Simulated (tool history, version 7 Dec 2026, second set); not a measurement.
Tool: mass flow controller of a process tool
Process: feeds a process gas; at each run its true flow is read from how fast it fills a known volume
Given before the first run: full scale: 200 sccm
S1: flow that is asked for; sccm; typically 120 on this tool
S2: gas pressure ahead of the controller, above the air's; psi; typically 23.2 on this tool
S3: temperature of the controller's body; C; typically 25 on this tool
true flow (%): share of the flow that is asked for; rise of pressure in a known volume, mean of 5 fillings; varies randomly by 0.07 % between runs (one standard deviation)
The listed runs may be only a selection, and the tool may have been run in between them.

run 1 hour=0 | S1=120 S2=23.2 S3=25 | true_flow_(%)=100.88
run 2 hour=292.5 | S1=120 S2=26.3 S3=25 | true_flow_(%)=101.06
run 3 hour=483.4 | S1=120 S2=37.9 S3=25 | true_flow_(%)=101.18
run 4 hour=691.4 | S1=124 S2=23.2 S3=25 | true_flow_(%)=101.27
run 5 hour=944.8 | S1=124 S2=28.3 S3=25 | true_flow_(%)=101.24
run 6 hour=1256.7 | S1=124 S2=28.3 S3=25 | true_flow_(%)=101.4

Run 7 comes next. What will it give?
-- hour=1273.9 controller's zero set anew
run 7 hour=1492.4 | S1=124 S2=28.3 S3=25 | true_flow_(%)=?

true flow (%): 101.9
With no hidden state in the tool, this same run would have given true flow (%) 98.97.
